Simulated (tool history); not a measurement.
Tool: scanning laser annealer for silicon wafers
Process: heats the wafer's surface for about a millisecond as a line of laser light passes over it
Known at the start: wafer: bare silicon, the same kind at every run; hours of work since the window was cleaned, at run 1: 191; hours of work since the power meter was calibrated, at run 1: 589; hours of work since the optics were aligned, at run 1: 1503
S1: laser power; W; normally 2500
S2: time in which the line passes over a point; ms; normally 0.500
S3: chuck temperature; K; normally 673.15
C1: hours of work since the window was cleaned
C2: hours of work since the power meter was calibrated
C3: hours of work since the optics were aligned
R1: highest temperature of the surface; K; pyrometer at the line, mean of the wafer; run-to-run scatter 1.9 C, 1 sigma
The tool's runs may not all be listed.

| run | hour | S1 | S2 | S3 | C1 | C2 | C3 | R1 |
|---|---|---|---|---|---|---|---|---|
| 1 | 0.0 | 2500 | 0.500 | 673.15 | 191 | 589 | 1503 | 1502.15 |
| 2 | 21.7 | 2500 | 0.500 | 673.15 | 205 | 604 | 1518 | 1499.15 |
| 3 | 65.7 | 2500 | 0.500 | 673.15 | 235 | 634 | 1548 | 1491.15 |
| 4 | 89.2 | 2500 | 0.500 | 673.15 | 251 | 650 | 1564 | 1495.15 |
|  | 124.0 | optics aligned, line set to its width |
| 5 | 131.7 | 2500 | 0.500 | 673.15 | 277 | 676 | 5 | 1502.15 |
| 6 | 176.5 | 2500 | 0.500 | 673.15 | 307 | 706 | 36 | 1500.15 |
| 7 | 222.7 | 2500 | 0.500 | 673.15 | 339 | 738 | 67 | 1500.15 |
| 8 | 272.8 | 2500 | 0.500 | 663.15 | 373 | 772 | 101 | 1484.15 |
| 9 | 294.6 | 2500 | 0.500 | 663.15 | 388 | 787 | 116 | 1485.15 |
| 10 | 325.4 | 2500 | 0.388 | 673.15 | 409 | 808 | 137 | 1396.15 |
| 11 | 363.7 | 2500 | 0.500 | 673.15 | 435 | 834 | 163 | 1493.15 |
| 12 | 396.6 | 2500 | 0.500 | 673.15 | 457 | 856 | 186 | 1492.15 |
|  | 434.9 | window over the wafer cleaned |
| 13 | 440.5 | 2500 | 0.500 | 673.15 | 4 | 885 | 214 | 1516.15 |
| 14 | 492.1 | 2500 | 0.500 | 673.15 | 39 | 920 | 249 | 1512.15 |
| 15 | 542.5 | 2500 | 0.357 | 673.15 | 73 | 954 | 284 | 1383.15 |
| 16 | 568.2 | 2500 | 0.357 | 673.15 | 91 | 972 | 301 | 1380.15 |
| 17 | 610.6 | 2201 | 0.500 | 673.15 | 120 | 1001 | 330 | 1415.15 |
| 18 | 636.2 | 2367 | 0.458 | 691.15 | 137 | 1018 | 347 | 1448.15 |
| 19 | 657.9 | 2367 | 0.458 | 691.15 | 152 | 1033 | 362 | 1450.15 |
| 20 | 679.6 | 2649 | 0.520 | 654.15 | 167 | 1048 | 377 | 1546.15 |
| 21 | 708.6 | 2131 | 0.575 | 685.15 | 186 | 1067 | 397 | 1451.15 |
| 22 | 751.6 | 2442 | 0.570 | 670.15 | 216 | 1097 | 426 | 1535.15 |
| 23 | 803.6 | 2511 | 0.396 | 673.15 | 251 | 1132 | 461 | 1415.15 |
| 24 | 824.8 | 2511 | 0.396 | 673.15 | 265 | 1146 | 476 | 1413.15 |
| 25 | 871.5 | 2320 | 0.396 | 675.15 | 297 | 1178 | 508 | 1363.15 |
| 26 | 915.4 | 2320 | 0.396 | 675.15 | 327 | 1208 | 538 | 1363.15 |
| 27 | 940.1 | 2320 | 0.396 | 675.15 | 344 | 1225 | 554 | 1363.15 |
| 28 | 990.4 | 2320 | 0.396 | 675.15 | 378 | 1259 | 589 | 1360.15 |
| 29 | 1022.7 | 2701 | 0.581 | 675.15 | 400 | 1281 | 611 | 1623.15 |
| 30 | 1051.6 | 2132 | 0.500 | 645.15 | 420 | 1301 | 630 | 1353.15 |
| 31 | 1085.8 | 2414 | 0.378 | 673.15 | 443 | 1324 | 654 | 1368.15 |

Hidden state or all else? Some run-to-run changes of R1, split into what the settings, what came in and random variation would give without the hidden state, and what is left for the hidden state (with any gauge scatter that isn't in both results):
Unlogged tool condition in this case: light that passes the window, % of a clean one's; laser's true power over the reading, %; width of the line over the set one, %; drift of the gauge itself on peak_c, C.
Run 4 -> 5: optics aligned, line set to its width. R1 +7.00 K: hidden state +8.00, all else -1.00.
Run 12 -> 13: window over the wafer cleaned. R1 +24.00 K: hidden state +20.00, all else +4.00.
Run 14 -> 15: S2 0.500 -> 0.357. R1 -129.00 K: hidden state +0.00, all else -129.00.
Run 28 -> 29: S1 2320 -> 2701, S2 0.396 -> 0.581. R1 +263.00 K: hidden state -7.00, all else +270.00.
Run 29 -> 30: S1 2701 -> 2132, S2 0.581 -> 0.500, S3 675.15 -> 645.15. R1 -270.00 K: hidden state +5.00, all else -275.00.

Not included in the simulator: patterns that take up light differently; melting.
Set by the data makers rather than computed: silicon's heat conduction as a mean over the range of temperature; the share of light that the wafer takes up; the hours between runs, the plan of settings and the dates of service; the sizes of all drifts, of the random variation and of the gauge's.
